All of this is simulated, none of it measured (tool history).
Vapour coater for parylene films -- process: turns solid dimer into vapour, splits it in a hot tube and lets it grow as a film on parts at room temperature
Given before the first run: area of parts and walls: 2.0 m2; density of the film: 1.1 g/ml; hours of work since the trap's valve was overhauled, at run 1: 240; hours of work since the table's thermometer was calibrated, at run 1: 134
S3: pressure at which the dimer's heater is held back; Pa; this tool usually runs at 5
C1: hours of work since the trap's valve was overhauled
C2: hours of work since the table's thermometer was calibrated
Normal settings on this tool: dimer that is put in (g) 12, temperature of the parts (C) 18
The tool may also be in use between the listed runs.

{"run": 1, "hour": 0.0, "dimer that is put in (g)": 12, "temperature of the parts (C)": 18, "S3": 5, "C1": 240, "C2": 134, "thickness of the film (um)": 3.47}
{"run": 2, "hour": 29.8, "dimer that is put in (g)": 12, "temperature of the parts (C)": 18, "S3": 2.4, "C1": 263, "C2": 156, "thickness of the film (um)": 3.69}
{"run": 3, "hour": 56.4, "dimer that is put in (g)": 12, "temperature of the parts (C)": 18, "S3": 2.4, "C1": 283, "C2": 177, "thickness of the film (um)": 3.67}
{"run": 4, "hour": 79.6, "dimer that is put in (g)": 12, "temperature of the parts (C)": 18, "S3": 2.4, "C1": 301, "C2": 195, "thickness of the film (um)": 3.63}
{"run": 5, "hour": 105.5, "dimer that is put in (g)": 12, "temperature of the parts (C)": 18, "S3": 2.4, "C1": 321, "C2": 214, "thickness of the film (um)": 3.62}
{"run": 6, "hour": 127.7, "dimer that is put in (g)": 12, "temperature of the parts (C)": 18, "S3": 2.4, "C1": 337, "C2": 231, "thickness of the film (um)": 3.54}
{"run": 7, "hour": 145.1, "dimer that is put in (g)": 12, "temperature of the parts (C)": 18, "S3": 2.4, "C1": 351, "C2": 245, "thickness of the film (um)": 3.6}
{"run": 8, "hour": 166.3, "dimer that is put in (g)": 12, "temperature of the parts (C)": 18, "S3": 5, "C1": 367, "C2": 261, "thickness of the film (um)": 3.4}
{"run": 9, "hour": 190.0, "dimer that is put in (g)": 12, "temperature of the parts (C)": 17, "S3": 5, "C1": 385, "C2": 279, "thickness of the film (um)": 3.51}
{"run": 10, "hour": 206.1, "dimer that is put in (g)": 6, "temperature of the parts (C)": 18, "S3": 5, "C1": 398, "C2": 291, "thickness of the film (um)": 1.65}
{"run": 11, "hour": 236.8, "dimer that is put in (g)": 12, "temperature of the parts (C)": 18, "S3": 5, "C1": 421, "C2": 315, "thickness of the film (um)": 3.33}
{"hour": 256.9, "done": "trap's valve overhauled"}
{"run": 12, "hour": 256.9, "dimer that is put in (g)": 12, "temperature of the parts (C)": 18, "S3": 5, "C1": 0, "C2": 327, "thickness of the film (um)": 3.16}
{"run": 13, "hour": 273.6, "dimer that is put in (g)": 12, "temperature of the parts (C)": 18, "S3": 5, "C1": 13, "C2": 340, "thickness of the film (um)": 3.07}
{"run": 14, "hour": 300.2, "dimer that is put in (g)": 12, "temperature of the parts (C)": 18, "S3": 5, "C1": 33, "C2": 360, "thickness of the film (um)": 3.07}
{"run": 15, "hour": 329.0, "dimer that is put in (g)": 12, "temperature of the parts (C)": 18, "S3": 5, "C1": 55, "C2": 382, "thickness of the film (um)": 3.08}
{"run": 16, "hour": 353.7, "dimer that is put in (g)": 18, "temperature of the parts (C)": 18, "S3": 5, "C1": 74, "C2": 401, "thickness of the film (um)": 4.59}
{"run": 17, "hour": 370.2, "dimer that is put in (g)": 12, "temperature of the parts (C)": 24, "S3": 5, "C1": 87, "C2": 414, "thickness of the film (um)": 2.51}
{"run": 18, "hour": 390.4, "dimer that is put in (g)": 17, "temperature of the parts (C)": 13, "S3": 5, "C1": 102, "C2": 429, "thickness of the film (um)": 5.14}
{"run": 19, "hour": 406.8, "dimer that is put in (g)": 7, "temperature of the parts (C)": 18, "S3": 5, "C1": 115, "C2": 442, "thickness of the film (um)": 1.76}
{"hour": 431.5, "done": "trap's valve overhauled, once more"}
{"run": 20, "hour": 433.5, "dimer that is put in (g)": 7, "temperature of the parts (C)": 26, "S3": 8.74, "C1": 2, "C2": 459, "thickness of the film (um)": 1.6}
{"run": 21, "hour": 460.8, "dimer that is put in (g)": 7, "temperature of the parts (C)": 26, "S3": 8.74, "C1": 22, "C2": 480, "thickness of the film (um)": 1.5}
{"run": 22, "hour": 488.0, "dimer that is put in (g)": 7, "temperature of the parts (C)": 26, "S3": 8.74, "C1": 43, "C2": 501, "thickness of the film (um)": 1.57}
{"run": 23, "hour": 518.8, "dimer that is put in (g)": 7, "temperature of the parts (C)": 15, "S3": 8.74, "C1": 67, "C2": 525, "thickness of the film (um)": 2.21}
{"run": 24, "hour": 546.8, "dimer that is put in (g)": 7, "temperature of the parts (C)": 15, "S3": 8.74, "C1": 88, "C2": 546, "thickness of the film (um)": 2.26}
{"run": 25, "hour": 566.7, "dimer that is put in (g)": 6, "temperature of the parts (C)": 19, "S3": 8.74, "C1": 103, "C2": 561, "thickness of the film (um)": 1.68}
{"run": 26, "hour": 582.9, "dimer that is put in (g)": 6, "temperature of the parts (C)": 19, "S3": 8.74, "C1": 116, "C2": 574, "thickness of the film (um)": 1.71}
{"run": 27, "hour": 597.1, "dimer that is put in (g)": 6, "temperature of the parts (C)": 19, "S3": 8.74, "C1": 127, "C2": 585, "thickness of the film (um)": 1.68}
{"run": 28, "hour": 626.0, "dimer that is put in (g)": 14, "temperature of the parts (C)": 15, "S3": 10.74, "C1": 149, "C2": 607, "thickness of the film (um)": 4.31}
{"run": 29, "hour": 640.4, "dimer that is put in (g)": 14, "temperature of the parts (C)": 15, "S3": 10.74, "C1": 160, "C2": 618, "thickness of the film (um)": 4.36}
{"run": 30, "hour": 668.6, "dimer that is put in (g)": 9, "temperature of the parts (C)": 10, "S3": 5, "C1": 182, "C2": 639, "thickness of the film (um)": 3.5}
{"run": 31, "hour": 683.5, "dimer that is put in (g)": 19, "temperature of the parts (C)": 18, "S3": 5, "C1": 193, "C2": 651, "thickness of the film (um)": 5.55}
{"run": 32, "hour": 714.8, "dimer that is put in (g)": 19, "temperature of the parts (C)": 18, "S3": 5, "C1": 217, "C2": 675, "thickness of the film (um)": 5.42}
{"run": 33, "hour": 743.0, "dimer that is put in (g)": 9, "temperature of the parts (C)": 13, "S3": 3.33, "C1": 238, "C2": 696, "thickness of the film (um)": 3.2}

What differs in the tool's unlogged condition from the final listed run ahead of each entry between runs to the first listed run following it?
Runs 11 to 12: trap's valve overhauled (hour 256.9)
  vapour lost through the trap's worn valve, %: 8.4 -> 14.5; true temperature of the parts over the reading, C: 0.22 -> 0.23
  measured less the result without the state, thickness of the film (um): -0.34 -> -0.56
Runs 19 to 20: trap's valve overhauled, once more (hour 431.5)
  vapour lost through the trap's worn valve, %: 16.7 -> 0.2; true temperature of the parts over the reading, C: 0.31 -> 0.32
  measured less the result without the state, thickness of the film (um): -0.38 -> -0.02
